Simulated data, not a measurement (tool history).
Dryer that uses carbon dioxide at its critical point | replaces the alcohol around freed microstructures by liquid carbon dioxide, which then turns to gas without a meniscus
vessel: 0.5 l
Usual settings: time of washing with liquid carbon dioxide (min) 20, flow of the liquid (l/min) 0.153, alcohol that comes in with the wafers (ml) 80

run	day	time of washing with liquid carbon dioxide (min)	flow of the liquid (l/min)	alcohol that comes in with the wafers (ml)	alcohol left in the vessel before it's heated (ppm by volume)
1	0	20	0.153	80	1130
2	1.008	20	0.153	80	1198
3	1.812	20	0.153	80	1216
4	2.896	20	0.153	37	567
5	3.783	20	0.153	80	1203
6	4.896	20	0.153	80	1226
7	5.875	20	0.153	80	1267
8	6.646	20	0.153	80	1293
9	7.104	20	0.153	37	613
# day 7.804: inlet filter changed
10	7.946	20	0.153	37	421
11	8.596	19	0.153	106	1532
12	9.054	19	0.153	106	1522
13	9.667	19	0.153	106	1509
14	10.638	15	0.143	53	2820
15	11.3	30	0.243	53	35
16	12.396	17	0.145	80	2520
17	12.871	20	0.216	30	73
18	13.967	20	0.216	30	82

Forecast each of these 4 alternatives for the next run:
A	14.917	20	0.12	62	?
B	14.917	20	0.184	80	?
C	14.917	29	0.153	80	?
D	14.917	20	0.216	85	?

run	alcohol left in the vessel before it's heated (ppm by volume)
A	2275
B	361
C	125
D	149
Without the tool's hidden state the same runs would have given:
run	alcohol left in the vessel before it's heated (ppm by volume)
A	2053
B	285
C	75
D	98

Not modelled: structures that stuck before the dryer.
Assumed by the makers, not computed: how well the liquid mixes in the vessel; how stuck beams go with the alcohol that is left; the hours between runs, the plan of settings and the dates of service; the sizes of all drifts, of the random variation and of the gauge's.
